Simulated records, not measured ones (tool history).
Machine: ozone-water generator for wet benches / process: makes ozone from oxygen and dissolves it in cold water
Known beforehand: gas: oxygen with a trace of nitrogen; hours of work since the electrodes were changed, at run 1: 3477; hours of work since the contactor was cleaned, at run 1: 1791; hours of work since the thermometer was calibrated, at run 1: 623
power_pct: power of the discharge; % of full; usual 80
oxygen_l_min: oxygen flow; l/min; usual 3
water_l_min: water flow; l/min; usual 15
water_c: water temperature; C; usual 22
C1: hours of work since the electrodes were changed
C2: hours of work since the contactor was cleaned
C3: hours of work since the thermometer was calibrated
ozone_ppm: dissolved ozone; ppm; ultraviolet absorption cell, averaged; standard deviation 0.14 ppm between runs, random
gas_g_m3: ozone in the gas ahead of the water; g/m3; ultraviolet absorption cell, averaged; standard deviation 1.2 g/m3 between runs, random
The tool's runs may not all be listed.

run 1 hour=0 | power_pct=80 oxygen_l_min=3 water_l_min=15 water_c=22 | C1=3477 C2=1791 C3=623 | ozone_ppm=14.2 gas_g_m3=195.3
run 2 hour=80 | power_pct=80 oxygen_l_min=2.17 water_l_min=15 water_c=22 | C1=3530 C2=1844 C3=676 | ozone_ppm=14.2 gas_g_m3=237.2
run 3 hour=155.7 | power_pct=80 oxygen_l_min=2.17 water_l_min=15 water_c=22 | C1=3579 C2=1894 C3=725 | ozone_ppm=14 gas_g_m3=236.9
run 4 hour=244.6 | power_pct=80 oxygen_l_min=2.17 water_l_min=15 water_c=26 | C1=3638 C2=1952 C3=784 | ozone_ppm=13.6 gas_g_m3=236.4
run 5 hour=324.2 | power_pct=80 oxygen_l_min=2.17 water_l_min=15 water_c=26 | C1=3690 C2=2004 C3=836 | ozone_ppm=13.4 gas_g_m3=238
run 6 hour=465.4 | power_pct=80 oxygen_l_min=2.17 water_l_min=15 water_c=26 | C1=3783 C2=2097 C3=929 | ozone_ppm=13.5 gas_g_m3=237
run 7 hour=598.4 | power_pct=80 oxygen_l_min=2.17 water_l_min=15 water_c=26 | C1=3870 C2=2185 C3=1017 | ozone_ppm=13.4 gas_g_m3=235.5
run 8 hour=670.2 | power_pct=80 oxygen_l_min=2.17 water_l_min=15 water_c=26 | C1=3918 C2=2232 C3=1064 | ozone_ppm=13.3 gas_g_m3=234.8
run 9 hour=766.1 | power_pct=80 oxygen_l_min=2.17 water_l_min=15 water_c=26 | C1=3981 C2=2295 C3=1127 | ozone_ppm=13.4 gas_g_m3=234.8
run 10 hour=891.5 | power_pct=80 oxygen_l_min=3 water_l_min=15 water_c=22 | C1=4063 C2=2377 C3=1209 | ozone_ppm=14.1 gas_g_m3=192.9
run 11 hour=980.8 | power_pct=59 oxygen_l_min=3 water_l_min=15 water_c=22 | C1=4122 C2=2436 C3=1268 | ozone_ppm=11.5 gas_g_m3=161.7
run 12 hour=1054.9 | power_pct=59 oxygen_l_min=3 water_l_min=15 water_c=22 | C1=4171 C2=2485 C3=1317 | ozone_ppm=11.7 gas_g_m3=160.9
run 13 hour=1143 | power_pct=59 oxygen_l_min=3 water_l_min=15 water_c=22 | C1=4228 C2=2543 C3=1375 | ozone_ppm=11.5 gas_g_m3=158.5
run 14 hour=1284.8 | power_pct=59 oxygen_l_min=3 water_l_min=15 water_c=22 | C1=4322 C2=2636 C3=1468 | ozone_ppm=11.4 gas_g_m3=158.7
run 15 hour=1413 | power_pct=59 oxygen_l_min=3 water_l_min=15 water_c=22 | C1=4406 C2=2720 C3=1552 | ozone_ppm=11.6 gas_g_m3=160.3
run 16 hour=1553.9 | power_pct=60 oxygen_l_min=3 water_l_min=21 water_c=22 | C1=4499 C2=2813 C3=1645 | ozone_ppm=8.4 gas_g_m3=160.4
run 17 hour=1700.3 | power_pct=80 oxygen_l_min=3.55 water_l_min=15 water_c=29 | C1=4595 C2=2909 C3=1741 | ozone_ppm=12.1 gas_g_m3=171.5
run 18 hour=1803.7 | power_pct=80 oxygen_l_min=4.65 water_l_min=11 water_c=22 | C1=4663 C2=2977 C3=1809 | ozone_ppm=16.6 gas_g_m3=146.1
run 19 hour=1871 | power_pct=78 oxygen_l_min=3 water_l_min=10 water_c=22 | C1=4707 C2=3021 C3=1853 | ozone_ppm=18.7 gas_g_m3=187.1
run 20 hour=2017.5 | power_pct=78 oxygen_l_min=3 water_l_min=10 water_c=22 | C1=4803 C2=3118 C3=1949 | ozone_ppm=18.7 gas_g_m3=186.4
run 21 hour=2101.9 | power_pct=68 oxygen_l_min=3 water_l_min=15 water_c=22 | C1=4859 C2=3173 C3=2005 | ozone_ppm=12.5 gas_g_m3=173.2
run 22 hour=2205.3 | power_pct=68 oxygen_l_min=3 water_l_min=15 water_c=22 | C1=4927 C2=3241 C3=2073 | ozone_ppm=12.6 gas_g_m3=172.7
run 23 hour=2289.7 | power_pct=68 oxygen_l_min=3 water_l_min=20 water_c=22 | C1=4982 C2=3296 C3=2128 | ozone_ppm=9.4 gas_g_m3=174.2
run 24 hour=2411.7 | power_pct=68 oxygen_l_min=2.04 water_l_min=15 water_c=14 | C1=5062 C2=3377 C3=2209 | ozone_ppm=13.2 gas_g_m3=218.1

What if the next run were any one of these 4? Each begins from the tool's condition after run 24:
run A hour=2527.2 | power_pct=80 oxygen_l_min=5.07 water_l_min=16 water_c=16 | C1=5138 C2=3453 C3=2284 | ozone_ppm=? gas_g_m3=?
run B hour=2527.2 | power_pct=53 oxygen_l_min=3 water_l_min=10 water_c=16 | C1=5138 C2=3453 C3=2284 | ozone_ppm=? gas_g_m3=?
run C hour=2527.2 | power_pct=68 oxygen_l_min=2.04 water_l_min=10 water_c=14 | C1=5138 C2=3453 C3=2284 | ozone_ppm=? gas_g_m3=?
run D hour=2527.2 | power_pct=68 oxygen_l_min=2.04 water_l_min=12 water_c=14 | C1=5138 C2=3453 C3=2284 | ozone_ppm=? gas_g_m3=?

run=A ozone_ppm=13.7 gas_g_m3=138.1
run=B ozone_ppm=16.5 gas_g_m3=148.9
run=C ozone_ppm=19.8 gas_g_m3=217.8
run=D ozone_ppm=16.5 gas_g_m3=217.9
The same runs, with their run-to-run variation unchanged, on a tool lacking any hidden condition would have given:
run=A ozone_ppm=15.5 gas_g_m3=150.9
run=B ozone_ppm=18.1 gas_g_m3=159.3
run=C ozone_ppm=22.2 gas_g_m3=236
run=D ozone_ppm=18.5 gas_g_m3=236.2

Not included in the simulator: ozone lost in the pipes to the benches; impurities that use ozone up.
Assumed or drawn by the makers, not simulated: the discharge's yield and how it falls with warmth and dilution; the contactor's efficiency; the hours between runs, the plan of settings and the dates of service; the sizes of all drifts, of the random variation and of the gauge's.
